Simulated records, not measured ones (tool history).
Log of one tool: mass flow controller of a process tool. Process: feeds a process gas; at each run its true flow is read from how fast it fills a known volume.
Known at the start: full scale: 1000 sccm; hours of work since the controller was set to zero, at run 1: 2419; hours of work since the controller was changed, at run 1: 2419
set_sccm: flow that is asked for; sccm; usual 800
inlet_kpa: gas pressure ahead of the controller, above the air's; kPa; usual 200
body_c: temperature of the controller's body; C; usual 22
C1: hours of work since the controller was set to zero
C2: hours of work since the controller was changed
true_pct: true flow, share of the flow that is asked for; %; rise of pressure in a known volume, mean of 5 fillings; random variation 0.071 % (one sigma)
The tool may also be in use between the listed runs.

run 1 hour=0.0 | set_sccm=800 inlet_kpa=200 body_c=22 | C1=2419 C2=2419 | true_pct=97.47
run 2 hour=223.3 | set_sccm=800 inlet_kpa=200 body_c=22 | C1=2552 C2=2552 | true_pct=97.42
run 3 hour=382.7 | set_sccm=800 inlet_kpa=200 body_c=22 | C1=2648 C2=2648 | true_pct=97.38
run 4 hour=623.5 | set_sccm=371 inlet_kpa=200 body_c=22 | C1=2792 C2=2792 | true_pct=96.00
run 5 hour=940.5 | set_sccm=371 inlet_kpa=200 body_c=22 | C1=2981 C2=2981 | true_pct=95.83
run 6 hour=1153.8 | set_sccm=180 inlet_kpa=200 body_c=22 | C1=3109 C2=3109 | true_pct=93.03
run 7 hour=1305.4 | set_sccm=180 inlet_kpa=200 body_c=22 | C1=3200 C2=3200 | true_pct=92.74
run 8 hour=1449.4 | set_sccm=180 inlet_kpa=200 body_c=22 | C1=3286 C2=3286 | true_pct=92.55
run 9 hour=1654.2 | set_sccm=180 inlet_kpa=200 body_c=22 | C1=3409 C2=3409 | true_pct=92.18
run 10 hour=1961.1 | set_sccm=800 inlet_kpa=197 body_c=22 | C1=3592 C2=3592 | true_pct=96.42
run 11 hour=2112.1 | set_sccm=800 inlet_kpa=197 body_c=22 | C1=3683 C2=3683 | true_pct=96.37
run 12 hour=2273.2 | set_sccm=800 inlet_kpa=197 body_c=22 | C1=3779 C2=3779 | true_pct=96.38
run 13 hour=2438.9 | set_sccm=800 inlet_kpa=200 body_c=22 | C1=3878 C2=3878 | true_pct=96.12
run 14 hour=2581.0 | set_sccm=800 inlet_kpa=200 body_c=22 | C1=3963 C2=3963 | true_pct=96.18
run 15 hour=2744.6 | set_sccm=800 inlet_kpa=200 body_c=22 | C1=4061 C2=4061 | true_pct=96.05
run 16 hour=3011.7 | set_sccm=800 inlet_kpa=191 body_c=22 | C1=4221 C2=4221 | true_pct=95.88
run 17 hour=3156.4 | set_sccm=800 inlet_kpa=191 body_c=22 | C1=4307 C2=4307 | true_pct=95.72
run 18 hour=3310.2 | set_sccm=800 inlet_kpa=200 body_c=22 | C1=4400 C2=4400 | true_pct=95.81
run 19 hour=3581.2 | set_sccm=873 inlet_kpa=200 body_c=22 | C1=4562 C2=4562 | true_pct=95.83
run 20 hour=3814.3 | set_sccm=873 inlet_kpa=226 body_c=22 | C1=4701 C2=4701 | true_pct=95.62
run 21 hour=4107.8 | set_sccm=873 inlet_kpa=226 body_c=22 | C1=4877 C2=4877 | true_pct=95.41
run 22 hour=4260.8 | set_sccm=873 inlet_kpa=226 body_c=22 | C1=4968 C2=4968 | true_pct=95.43
run 23 hour=4426.2 | set_sccm=511 inlet_kpa=200 body_c=22 | C1=5067 C2=5067 | true_pct=94.01
run 24 hour=4733.5 | set_sccm=240 inlet_kpa=158 body_c=21 | C1=5251 C2=5251 | true_pct=90.44
run 25 hour=5050.5 | set_sccm=240 inlet_kpa=158 body_c=21 | C1=5441 C2=5441 | true_pct=90.00
-- hour=5227.0 controller's zero set anew
run 26 hour=5332.0 | set_sccm=240 inlet_kpa=158 body_c=21 | C1=63 C2=5609 | true_pct=95.89
run 27 hour=5502.4 | set_sccm=104 inlet_kpa=155 body_c=21 | C1=165 C2=5711 | true_pct=95.31
run 28 hour=5693.5 | set_sccm=618 inlet_kpa=169 body_c=24 | C1=279 C2=5825 | true_pct=96.09
run 29 hour=6007.6 | set_sccm=618 inlet_kpa=169 body_c=24 | C1=467 C2=6013 | true_pct=96.13
run 30 hour=6307.5 | set_sccm=618 inlet_kpa=193 body_c=39 | C1=647 C2=6193 | true_pct=96.80
run 31 hour=6455.1 | set_sccm=480 inlet_kpa=212 body_c=26 | C1=735 C2=6281 | true_pct=95.85
run 32 hour=6643.4 | set_sccm=800 inlet_kpa=186 body_c=22 | C1=848 C2=6394 | true_pct=95.64
run 33 hour=6867.1 | set_sccm=800 inlet_kpa=186 body_c=22 | C1=981 C2=6528 | true_pct=95.58
run 34 hour=7096.0 | set_sccm=326 inlet_kpa=200 body_c=34 | C1=1118 C2=6665 | true_pct=95.44
run 35 hour=7274.2 | set_sccm=366 inlet_kpa=245 body_c=37 | C1=1225 C2=6771 | true_pct=95.73
run 36 hour=7596.2 | set_sccm=800 inlet_kpa=178 body_c=33 | C1=1418 C2=6964 | true_pct=95.85
run 37 hour=7851.4 | set_sccm=800 inlet_kpa=194 body_c=31 | C1=1570 C2=7117 | true_pct=95.63
run 38 hour=8148.4 | set_sccm=103 inlet_kpa=256 body_c=24 | C1=1748 C2=7295 | true_pct=90.63
run 39 hour=8331.4 | set_sccm=230 inlet_kpa=200 body_c=22 | C1=1858 C2=7404 | true_pct=92.92
run 40 hour=8479.6 | set_sccm=204 inlet_kpa=200 body_c=22 | C1=1946 C2=7493 | true_pct=92.42
run 41 hour=8760.7 | set_sccm=134 inlet_kpa=200 body_c=38 | C1=2115 C2=7661 | true_pct=91.64
run 42 hour=8998.5 | set_sccm=134 inlet_kpa=200 body_c=37 | C1=2257 C2=7803 | true_pct=91.25
-- hour=9145.8 controller exchanged for a calibrated one
run 43 hour=9260.4 | set_sccm=698 inlet_kpa=154 body_c=32 | C1=69 C2=69 | true_pct=100.07

5 ways to go on from here, each from the tool as it stands after run 43. What would each give?
run A hour=9511.7 | set_sccm=199 inlet_kpa=264 body_c=22 | C1=219 C2=219 | true_pct=?
run B hour=9511.7 | set_sccm=156 inlet_kpa=216 body_c=32 | C1=219 C2=219 | true_pct=?
run C hour=9511.7 | set_sccm=698 inlet_kpa=160 body_c=27 | C1=219 C2=219 | true_pct=?
run D hour=9511.7 | set_sccm=792 inlet_kpa=205 body_c=32 | C1=219 C2=219 | true_pct=?
run E hour=9511.7 | set_sccm=403 inlet_kpa=154 body_c=26 | C1=219 C2=219 | true_pct=?

run=A true_pct=99.05
run=B true_pct=99.33
run=C true_pct=99.48
run=D true_pct=99.94
run=E true_pct=99.35
Without the tool's hidden state the same runs would have given:
run=A true_pct=99.72
run=B true_pct=100.15
run=C true_pct=99.80
run=D true_pct=100.24
run=E true_pct=99.77
